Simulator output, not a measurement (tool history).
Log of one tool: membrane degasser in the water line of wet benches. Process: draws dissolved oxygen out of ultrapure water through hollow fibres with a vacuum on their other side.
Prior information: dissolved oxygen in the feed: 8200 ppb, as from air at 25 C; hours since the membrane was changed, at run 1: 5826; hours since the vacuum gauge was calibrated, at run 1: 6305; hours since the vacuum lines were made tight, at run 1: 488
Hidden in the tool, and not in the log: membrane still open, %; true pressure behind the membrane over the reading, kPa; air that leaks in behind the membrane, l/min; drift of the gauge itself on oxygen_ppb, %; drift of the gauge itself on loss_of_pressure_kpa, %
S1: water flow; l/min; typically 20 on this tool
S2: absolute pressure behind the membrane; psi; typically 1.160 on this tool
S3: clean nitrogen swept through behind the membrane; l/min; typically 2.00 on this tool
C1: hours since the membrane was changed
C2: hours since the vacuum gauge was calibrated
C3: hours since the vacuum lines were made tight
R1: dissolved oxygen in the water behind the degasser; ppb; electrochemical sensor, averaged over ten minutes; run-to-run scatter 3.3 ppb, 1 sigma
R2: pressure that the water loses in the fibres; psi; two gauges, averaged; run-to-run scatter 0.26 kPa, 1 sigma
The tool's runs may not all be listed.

run	hour	S1	S2	S3	C1	C2	C3	R1	R2
1	0.0	20	1.160	2.00	5826	6305	488	327.1	10.028
2	243.2	19	1.160	2.00	6070	6549	731	305.4	9.522
3	615.8	19	1.160	2.00	6442	6921	1104	301.9	9.600
4	888.9	19	1.160	2.00	6715	7194	1377	308.7	9.594
5	1141.7	19	1.160	2.00	6968	7447	1629	302.0	9.564
6	1375.4	19	1.160	2.00	7202	7681	1863	305.8	9.575
# hour 1427.5: vacuum gauge calibrated
7	1601.8	23	1.160	2.00	7428	174	2089	406.9	11.574
8	1821.8	20	1.160	2.00	7648	394	2309	333.8	10.080
# hour 2079.0: seals of the vacuum lines changed
9	2126.6	20	1.160	2.00	7950	697	48	334.9	10.157
10	2352.4	20	1.160	2.00	8176	923	273	329.2	10.221
# hour 2383.7: membrane cartridge changed
11	2600.9	20	1.160	2.00	217	1167	518	332.2	10.166
12	2834.2	20	1.160	2.00	450	1401	751	331.7	10.167
13	3161.0	20	1.160	2.00	777	1728	1078	333.4	10.157
14	3364.9	20	1.160	2.00	981	1931	1282	326.3	10.171
15	3702.8	20	1.160	2.00	1319	2269	1620	329.5	10.205
16	4069.9	20	1.160	2.00	1686	2636	1987	331.9	10.158
17	4275.4	18	2.000	4.60	1892	2842	2192	281.0	9.149
18	4609.3	20	1.594	1.14	2226	3176	2526	511.3	10.295
# hour 4671.4: seals of the vacuum lines changed
19	4832.3	12	1.221	1.16	2447	3397	161	197.8	6.137
20	5149.6	20	0.728	1.86	2764	3714	478	267.3	10.270
21	5494.7	14	2.537	2.59	3109	4059	823	287.6	7.195
# hour 5590.7: gauge calibrated
22	5836.6	26	0.754	2.00	3451	4401	1165	399.7	13.088
23	6049.4	26	0.754	2.00	3664	4614	1378	398.7	13.078
24	6242.1	30	1.160	2.00	3856	4807	1571	579.4	15.058
25	6472.5	15	0.801	2.34	4087	5037	1801	165.1	7.558
26	6688.0	30	1.160	1.42	4302	5253	2017	646.6	15.158
27	6984.3	17	1.530	1.42	4599	5549	2313	353.7	8.535
28	7165.7	17	1.530	0.92	4780	5730	2494	445.9	8.560
# hour 7240.5: seals of the vacuum lines changed
29	7502.2	17	1.530	0.92	5115	6065	262	449.5	8.643
30	7856.4	25	1.530	0.92	5469	6419	616	710.1	12.649
31	8175.7	25	1.530	0.92	5788	6738	935	699.5	12.682

Hidden state at the last listed run before each entry between runs and at the first one after, where it differs:
Logged between run 6 and run 7: vacuum gauge calibrated (hour 1427.5)
  true pressure behind the membrane over the reading, kPa: 0.01 -> 0; drift of the gauge itself on loss_of_pressure_kpa, %: 0.58 -> 0.67
  measured value less the no-hidden-state value, R2: +0.062 -> +0.086 psi
Logged between run 8 and run 9: seals of the vacuum lines changed (hour 2079.0)
  air that leaks in behind the membrane, l/min: 0.0022 -> 0.002; drift of the gauge itself on loss_of_pressure_kpa, %: 0.77 -> 0.89
  measured value less the no-hidden-state value, R2: +0.084 -> +0.097 psi
Logged between run 10 and run 11: membrane cartridge changed (hour 2383.7)
  membrane still open, %: 99.9 -> 100; drift of the gauge itself on loss_of_pressure_kpa, %: 0.99 -> 1.09
  measured value less the no-hidden-state value, R2: +0.107 -> +0.110 psi
Logged between run 18 and run 19: seals of the vacuum lines changed (hour 4671.4)
  air that leaks in behind the membrane, l/min: 0.0022 -> 0.002; drift of the gauge itself on loss_of_pressure_kpa, %: 1.94 -> 2.03
  measured value less the no-hidden-state value, R2: +0.197 -> +0.123 psi
Logged between run 21 and run 22: gauge calibrated (hour 5590.7)
  true pressure behind the membrane over the reading, kPa: 0 -> 0.01; drift of the gauge itself on loss_of_pressure_kpa, %: 2.31 -> 0.1
  measured value less the no-hidden-state value, R2: +0.164 -> +0.017 psi
Logged between run 28 and run 29: seals of the vacuum lines changed (hour 7240.5)
  air that leaks in behind the membrane, l/min: 0.0022 -> 0.002; drift of the gauge itself on loss_of_pressure_kpa, %: 0.66 -> 0.8
  measured value less the no-hidden-state value, R2: +0.061 -> +0.073 psi
